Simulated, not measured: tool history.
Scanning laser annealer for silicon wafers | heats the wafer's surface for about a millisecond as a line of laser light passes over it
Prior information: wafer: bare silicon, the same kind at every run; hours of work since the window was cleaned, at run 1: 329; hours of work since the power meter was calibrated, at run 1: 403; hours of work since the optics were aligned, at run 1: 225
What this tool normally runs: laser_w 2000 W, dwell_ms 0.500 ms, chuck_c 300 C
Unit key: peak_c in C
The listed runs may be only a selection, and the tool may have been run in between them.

run,hour,laser_w,dwell_ms,chuck_c,hours of work since the window was cleaned,hours of work since the power meter was calibrated,hours of work since the optics were aligned,peak_c
1,0.0,2000,0.500,300,329,403,225,1065
2,15.1,2000,0.500,300,337,410,232,1065
3,34.6,2000,0.500,300,347,420,242,1062
4,45.9,2000,0.500,300,352,426,248,1063
5,64.6,2000,0.500,300,362,435,257,1056
6,88.3,2000,0.500,300,373,447,269,1060
# hour 96.9: window over the wafer cleaned
7,104.0,1981,0.500,300,4,454,276,1069
8,127.1,2143,0.509,320,15,465,287,1168
9,137.3,1961,0.434,303,20,470,292,1012
10,154.5,1961,0.371,298,29,479,301,954
11,167.5,1961,0.371,298,35,485,307,952
12,177.8,2000,0.362,317,40,490,312,978
13,191.7,1746,0.575,339,47,497,319,1059

Alternative continuations, all from the tool just after run 13; predict every row:
A,203.2,2112,0.439,296,53,503,325,?
B,203.2,2184,0.530,339,53,503,325,?
C,203.2,1974,0.500,322,53,503,325,?
D,203.2,2000,0.494,300,53,503,325,?
E,203.2,1994,0.575,339,53,503,325,?

run,peak_c
A,1070
B,1224
C,1088
D,1073
E,1172
Without the tool's unlogged condition, the same runs would have read:
run,peak_c
A,1077
B,1232
C,1095
D,1080
E,1180
